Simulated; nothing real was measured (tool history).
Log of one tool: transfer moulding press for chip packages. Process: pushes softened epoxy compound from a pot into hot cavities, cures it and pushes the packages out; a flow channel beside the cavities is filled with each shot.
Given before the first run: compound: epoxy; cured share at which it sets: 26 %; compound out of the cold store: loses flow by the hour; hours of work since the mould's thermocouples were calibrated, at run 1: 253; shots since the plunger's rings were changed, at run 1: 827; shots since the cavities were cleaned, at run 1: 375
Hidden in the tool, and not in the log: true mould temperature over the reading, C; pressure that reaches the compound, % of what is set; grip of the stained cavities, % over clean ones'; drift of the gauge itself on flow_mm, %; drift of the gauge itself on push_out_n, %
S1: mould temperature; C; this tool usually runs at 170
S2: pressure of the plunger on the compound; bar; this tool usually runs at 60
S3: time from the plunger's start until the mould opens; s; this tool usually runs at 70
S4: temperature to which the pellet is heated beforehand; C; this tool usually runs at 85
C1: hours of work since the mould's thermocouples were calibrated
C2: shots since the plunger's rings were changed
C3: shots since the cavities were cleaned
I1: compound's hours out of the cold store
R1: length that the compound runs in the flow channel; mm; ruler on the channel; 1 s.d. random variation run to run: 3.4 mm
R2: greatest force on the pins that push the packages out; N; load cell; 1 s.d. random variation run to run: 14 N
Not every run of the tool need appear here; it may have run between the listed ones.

run 1 hour=0 | S1=170 S2=60 S3=70 S4=85 | C1=253 C2=827 C3=375 | I1=15.2 | R1=737 R2=875
run 2 hour=5 | S1=170 S2=73.6 S3=70 S4=85 | C1=257 C2=916 C3=464 | I1=8.1 | R1=827 R2=988
run 3 hour=9.7 | S1=170 S2=69.9 S3=70 S4=85 | C1=261 C2=1002 C3=550 | I1=10.4 | R1=797 R2=967
-- hour=14.9 cavities cleaned with cleaning compound and waxed
run 4 hour=21.2 | S1=170 S2=60 S3=70 S4=81 | C1=268 C2=1180 C3=112 | I1=42.9 | R1=670 R2=740
run 5 hour=31 | S1=170 S2=70.3 S3=70 S4=85 | C1=275 C2=1357 C3=289 | I1=26.3 | R1=762 R2=818
run 6 hour=39.7 | S1=170 S2=70.3 S3=70 S4=85 | C1=282 C2=1513 C3=445 | I1=32.1 | R1=745 R2=882
-- hour=50.2 cavities cleaned with cleaning compound and waxed
run 7 hour=50.2 | S1=170 S2=70.3 S3=70 S4=85 | C1=289 C2=1676 C3=0 | I1=31.5 | R1=746 R2=644
run 8 hour=54.5 | S1=170 S2=70.3 S3=70 S4=92 | C1=292 C2=1753 C3=77 | I1=42 | R1=720 R2=666
run 9 hour=62.5 | S1=170 S2=60 S3=70 S4=85 | C1=298 C2=1898 C3=222 | I1=37.1 | R1=680 R2=821
run 10 hour=72.4 | S1=170 S2=60 S3=65 S4=85 | C1=305 C2=2075 C3=399 | I1=18.9 | R1=717 R2=1107
run 11 hour=76.7 | S1=170 S2=60 S3=83 S4=85 | C1=308 C2=2152 C3=476 | I1=41.8 | R1=664 R2=650
-- hour=85.7 cavities cleaned with cleaning compound and waxed
run 12 hour=87.2 | S1=165 S2=60 S3=70 S4=85 | C1=315 C2=2314 C3=26 | I1=20.7 | R1=719 R2=1025
run 13 hour=91.5 | S1=165 S2=60 S3=70 S4=85 | C1=318 C2=2392 C3=104 | I1=12.5 | R1=727 R2=1184
run 14 hour=99.1 | S1=165 S2=60 S3=70 S4=85 | C1=324 C2=2530 C3=242 | I1=22.7 | R1=707 R2=1298
run 15 hour=104.1 | S1=165 S2=60 S3=70 S4=85 | C1=328 C2=2619 C3=331 | I1=28.8 | R1=701 R2=1316
run 16 hour=114.1 | S1=173 S2=60 S3=70 S4=85 | C1=335 C2=2799 C3=511 | I1=46.3 | R1=637 R2=748
-- hour=121.3 cavities cleaned with cleaning compound and waxed
run 17 hour=125.1 | S1=173 S2=60 S3=70 S4=85 | C1=342 C2=2970 C3=68 | I1=43 | R1=642 R2=596
run 18 hour=133.2 | S1=174 S2=60 S3=70 S4=78 | C1=348 C2=3117 C3=215 | I1=33.9 | R1=657 R2=636
run 19 hour=141 | S1=174 S2=53.2 S3=65 S4=78 | C1=354 C2=3257 C3=355 | I1=17.3 | R1=649 R2=842
run 20 hour=150 | S1=166 S2=60 S3=70 S4=85 | C1=361 C2=3418 C3=516 | I1=14.7 | R1=709 R2=1342
-- hour=156.4 cavities cleaned with cleaning compound and waxed
run 21 hour=160.6 | S1=166 S2=71.4 S3=70 S4=77 | C1=368 C2=3582 C3=76 | I1=35.1 | R1=723 R2=1000
run 22 hour=165.9 | S1=176 S2=71.4 S3=70 S4=80 | C1=372 C2=3678 C3=172 | I1=33.3 | R1=705 R2=559

The next listed run, before its measurement:
run 23 hour=173.6 | S1=170 S2=60 S3=87 S4=76 | C1=377 C2=3817 C3=311 | I1=23.9 | R1=? R2=?

R1: 676 mm
R2: 577 N
Take away the tool's hidden state, keep the run-to-run variation as it was, and the same run would have given R1 726 mm, R2 433 N.
